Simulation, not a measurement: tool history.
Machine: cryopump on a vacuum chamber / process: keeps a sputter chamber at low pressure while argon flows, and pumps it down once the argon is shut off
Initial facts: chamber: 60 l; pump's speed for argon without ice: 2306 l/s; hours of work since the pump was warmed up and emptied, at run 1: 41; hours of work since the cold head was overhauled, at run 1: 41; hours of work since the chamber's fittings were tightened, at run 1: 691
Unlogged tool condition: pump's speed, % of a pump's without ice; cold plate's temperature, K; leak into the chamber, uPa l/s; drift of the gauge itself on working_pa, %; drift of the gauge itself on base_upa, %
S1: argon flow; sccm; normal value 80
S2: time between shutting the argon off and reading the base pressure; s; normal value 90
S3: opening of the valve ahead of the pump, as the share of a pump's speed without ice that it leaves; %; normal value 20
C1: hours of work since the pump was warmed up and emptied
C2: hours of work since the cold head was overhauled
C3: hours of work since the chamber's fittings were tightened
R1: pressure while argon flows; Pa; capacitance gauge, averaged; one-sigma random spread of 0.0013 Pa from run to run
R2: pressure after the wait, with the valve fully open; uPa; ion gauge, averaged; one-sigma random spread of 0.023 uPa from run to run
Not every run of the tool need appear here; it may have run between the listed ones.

run   hour   S1   S2  S3   C1   C2   C3      R1    R2
  1      0   80   90  20   41   41  691  0.2954   1.4
  2    7.4   80   90  20   46   46  696  0.2973  1.42
  3   16.1   80  219  20   52   52  702  0.2948  1.04
  4   27.8   94  219  20   59   59  709  0.3474  1.07
  5   38.9   80   90  30   67   67  717  0.1972  1.44
  6   47.4   80   90  20   72   72  722  0.2954  1.48
  7     59   80   90  52   80   80  730   0.115  1.48
  8   66.8   80   90  52   85   85  735  0.1172  1.51
  9     77   80   90  52   92   92  742  0.1159  1.45
 10   91.9   35   90  52  102  102  752  0.0514  1.46
 11  103.3   80   29  48  110  110  760  0.1254  2.95
 12  114.2   59   87  27  117  117  767  0.1638  1.56
 13    122   66  188  58  122  122  772  0.0871  1.21
 14  137.7   80  227  20  132  132  782  0.2987  1.13
 15  152.4   68  227  26  142  142  792  0.1962  1.16
 16  168.4  135   90  20  153  153  803  0.5052  1.57
 17    176   65   90  20  158  158  808  0.2436  1.56
 18  189.4   65   90  20  167  167  817  0.2429  1.57
 19  200.1  128   26  21  174  174  824  0.4613   3.3
 20  211.2   80  240  20  181  181  831  0.2978  1.18

Alternative continuations, all from the tool just after run 20; predict every row:
  A  219.6  67   90  17  187  187  837   ?   ?
  B  219.6  36   44  20  187  187  837   ?   ?
  C  219.6  54  240  16  187  187  837   ?   ?
  D  219.6  80   90  32  187  187  837   ?   ?

run      R1    R2
  A  0.2948  1.62
  B  0.1354  2.27
  C  0.2503  1.21
  D  0.1902  1.61
What these runs would have given with no unlogged condition in the tool:
run      R1    R2
  A  0.2887   0.8
  B  0.1321  1.47
  C  0.2454  0.39
  D   0.183  0.79
